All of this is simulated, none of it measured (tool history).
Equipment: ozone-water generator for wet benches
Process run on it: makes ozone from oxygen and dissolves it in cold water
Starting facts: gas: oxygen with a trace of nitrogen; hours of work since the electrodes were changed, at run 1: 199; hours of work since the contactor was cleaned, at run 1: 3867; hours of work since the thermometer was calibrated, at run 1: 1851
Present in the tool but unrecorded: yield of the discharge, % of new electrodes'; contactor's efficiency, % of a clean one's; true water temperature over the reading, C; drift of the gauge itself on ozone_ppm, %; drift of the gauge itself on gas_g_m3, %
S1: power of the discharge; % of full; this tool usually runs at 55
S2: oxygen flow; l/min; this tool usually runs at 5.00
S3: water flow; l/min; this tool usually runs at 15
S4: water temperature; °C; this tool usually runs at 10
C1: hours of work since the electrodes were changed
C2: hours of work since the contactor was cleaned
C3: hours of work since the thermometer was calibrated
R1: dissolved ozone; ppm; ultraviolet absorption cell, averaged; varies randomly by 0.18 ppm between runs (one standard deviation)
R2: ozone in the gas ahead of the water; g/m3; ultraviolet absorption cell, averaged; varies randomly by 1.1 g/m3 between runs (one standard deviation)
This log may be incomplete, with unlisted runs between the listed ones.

run    hour  S1    S2  S3  S4   C1    C2    C3    R1     R2
  1     0.0  55  5.00  15  10  199  3867  1851  24.6  195.7
  2    31.2  55  5.00  15  10  222  3890  1874  24.6  193.5
  3    98.9  55  5.00  15  10  271  3940  1923  24.5  193.8
  4   161.0  55  5.00  15  10  317  3986  1969  24.5  194.2
  5   199.2  55  5.00  11  10  345  4014  1997  30.4  191.1
  6   251.8  55  5.00  21  10  384  4052  2036  18.6  194.7
  7   308.1  55  5.00  21  10  425  4094  2077  18.7  192.1
  8   372.6  55  5.00  21  10  473  4141  2125  18.7  192.7
  9   408.7  55  5.00  15  10  499  4168  2151  24.3  193.0
 10   464.1  55  5.00  15  10  540  4209  2192  24.1  192.9
 11   521.8  83  5.00  15  10  583  4251  2235  33.4  260.3
 12   552.4  83  5.00  21  10  605  4274  2257  25.4  261.6
 13   597.3  83  5.00  21  10  638  4307  2290  25.5  263.0
 14   635.8  83  5.00  21  15  666  4335  2318  24.0  262.4
 15   685.1  41  5.00  15  13  703  4371  2355  18.8  154.5
 16   751.8  41  5.00  15  13  752  4420  2404  18.7  154.2
 17   804.4  41  5.00  12  13  790  4459  2442  22.0  152.5
 18   861.6  41  5.00  12  13  832  4501  2485  21.4  154.9
 19   922.5  41  5.00  12  13  877  4546  2529  21.9  154.8
 20   962.4  45  5.00  15  10  907  4575  2559  20.8  164.3
 21  1031.9  58  5.95  22  13  958  4626  2610  18.2  182.6
 22  1061.5  59  3.66  23   7  980  4648  2632  17.6  236.3

3 options for the next run, each taken on its own from the tool as it stands now. Forecast them:
  A  1110.1  100  5.65  23   7  1015  4684  2667   ?   ?
  B  1110.1   55  5.00  13   6  1015  4684  2667   ?   ?
  C  1110.1   96  5.63  15   6  1015  4684  2667   ?   ?

run    R1     R2
  A  28.2  283.0
  B  28.1  192.7
  C  38.9  272.8
Without the tool's hidden state the same runs would have given:
run    R1     R2
  A  29.6  288.3
  B  29.2  195.0
  C  40.7  277.9
